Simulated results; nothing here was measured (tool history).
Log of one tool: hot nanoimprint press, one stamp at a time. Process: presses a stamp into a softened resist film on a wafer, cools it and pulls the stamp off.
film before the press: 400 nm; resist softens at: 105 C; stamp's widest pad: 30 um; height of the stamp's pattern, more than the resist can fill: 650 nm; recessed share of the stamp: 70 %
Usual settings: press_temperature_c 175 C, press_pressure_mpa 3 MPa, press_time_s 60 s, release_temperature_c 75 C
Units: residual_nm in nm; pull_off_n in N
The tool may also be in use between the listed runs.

run,hour,press_temperature_c,press_pressure_mpa,press_time_s,release_temperature_c,residual_nm,pull_off_n
1,0,175,3,60,75,247.2,92
2,41.9,175,3,60,75,246.8,96
3,119.3,183,3,60,75,187.4,95
4,176.4,183,3,60,75,187,100
5,215.7,175,3,60,71,243.6,105
6,254.7,175,3,58,71,243.4,109
7,301,175,3,58,71,243,111
8,368.6,175,4.49,60,75,206.5,106
9,402.9,175,3,60,75,240.5,116
10,436.7,175,3,60,75,245.1,115
11,482.3,175,3,60,75,243.4,114
12,515.1,175,3,60,75,245.1,116
13,548.6,175,3,60,75,243,113
14,619.5,175,3,60,75,246.3,118
15,663,175,3,45,75,267.9,119
16,731.5,185,2.59,83,60,171.5,148
17,804.3,185,2.59,83,60,176.2,150
18,845.1,185,2.59,83,70,175.9,138
19,891.1,164,2.59,69,70,329.8,134
20,925.5,164,2.59,60,65,329,142
21,964.2,183,4.56,37,75,188.6,136
22,1002.5,184,3,60,74,186.1,133
23,1057.5,184,3,71,74,174.9,90
24,1096.3,174,3.65,42,74,263.5,102
25,1130.4,169,2.19,112,75,276.3,102
26,1164.3,175,3.73,78,75,211.2,103
27,1198.5,177,1.95,56,75,275,100
28,1272.4,164,2.35,60,75,340.9,107
29,1310.8,164,2.35,60,75,342.8,105

Not shown: 5 entries that the log had between the listed runs. Between which runs, and how does the tool's hidden state differ before and after?
Between runs 2 and 3: plate thermocouple calibrated (hour 69.3)
  true temperature over the reading, C: -0.75 -> 0.13; pressure that arrives at the usual setting, %: 96.75 -> 96.34; grip of the stamp's worn release coat, % over a new coat's: 1.8 -> 5
  measured less the result without the state, residual_nm: +8.8 -> +2.7 nm; pull_off_n: +3 -> +4 N
Between runs 10 and 11: plate thermocouple calibrated (hour 472.8)
  true temperature over the reading, C: -0.29 -> -0.11; pressure that arrives at the usual setting, %: 94.52 -> 94.28; grip of the stamp's worn release coat, % over a new coat's: 18.8 -> 20.7
  measured less the result without the state, residual_nm: +7.7 -> +6.7 nm; pull_off_n: +19 -> +20 N
Between runs 18 and 19: plate thermocouple calibrated (hour 878.4)
  true temperature over the reading, C: -0.59 -> 0.15; pressure that arrives at the usual setting, %: 92.16 -> 91.92; grip of the stamp's worn release coat, % over a new coat's: 36.8 -> 38.8
  measured less the result without the state, residual_nm: +9.4 -> +4.6 nm; pull_off_n: +38 -> +37 N
Between runs 22 and 23: stamp cleaned and given a new release coat (hour 1023.3)
  true temperature over the reading, C: 0 -> -0.07; pressure that arrives at the usual setting, %: 91.26 -> 91; grip of the stamp's worn release coat, % over a new coat's: 43.9 -> 1.5
  measured less the result without the state, residual_nm: +8.3 -> +8.5 nm; pull_off_n: +41 -> +2 N
Between runs 28 and 29: plate thermocouple calibrated (hour 1286.1)
  true temperature over the reading, C: -0.35 -> -0.07; pressure that arrives at the usual setting, %: 89.68 -> 89.47; grip of the stamp's worn release coat, % over a new coat's: 10.7 -> 12.2
  measured less the result without the state, residual_nm: +7.4 -> +6.1 nm; pull_off_n: +11 -> +12 N
